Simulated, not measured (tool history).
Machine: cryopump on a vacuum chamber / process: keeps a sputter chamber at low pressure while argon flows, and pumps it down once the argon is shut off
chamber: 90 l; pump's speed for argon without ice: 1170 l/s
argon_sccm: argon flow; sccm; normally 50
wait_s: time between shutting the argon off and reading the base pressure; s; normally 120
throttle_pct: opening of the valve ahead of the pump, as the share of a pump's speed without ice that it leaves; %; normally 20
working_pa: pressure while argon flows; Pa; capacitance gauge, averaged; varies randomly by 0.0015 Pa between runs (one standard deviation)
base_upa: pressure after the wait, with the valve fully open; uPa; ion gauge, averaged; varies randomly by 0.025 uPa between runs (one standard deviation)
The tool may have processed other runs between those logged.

run   hour  argon_sccm  wait_s  throttle_pct  working_pa  base_upa
  1      0          50     120            20      0.3647      1.35
  2   15.3          50     120            20      0.3684      1.36
  3   30.8          50     223            20      0.3683      1.06
  4   41.5          50     120            25      0.2953      1.41
  5   50.2          50     120            20      0.3662      1.39
  6     61          50     120            20      0.3674      1.42
  7   68.4          50     120            20      0.3638      1.47
  8   80.7          50     112            20      0.3656      1.52
  9   93.3          50     112            20      0.3659      1.56
 10  102.3          50     112            20      0.3667      1.51
 11  116.2          21     202            48      0.0657      1.18
 12  128.6          21     202            48      0.0657      1.25
 13  146.1          33      59            17      0.2862      2.42

Run 14, settings as shown, results not yet in. Your forecast:
 14  163.3          33      59            17           ?         ?

{"run 14": {"working_pa": 0.2856, "base_upa": 2.4}}
Minus the tool's unlogged condition, the same run would have read working_pa 0.2807 Pa, base_upa 1.85 uPa.
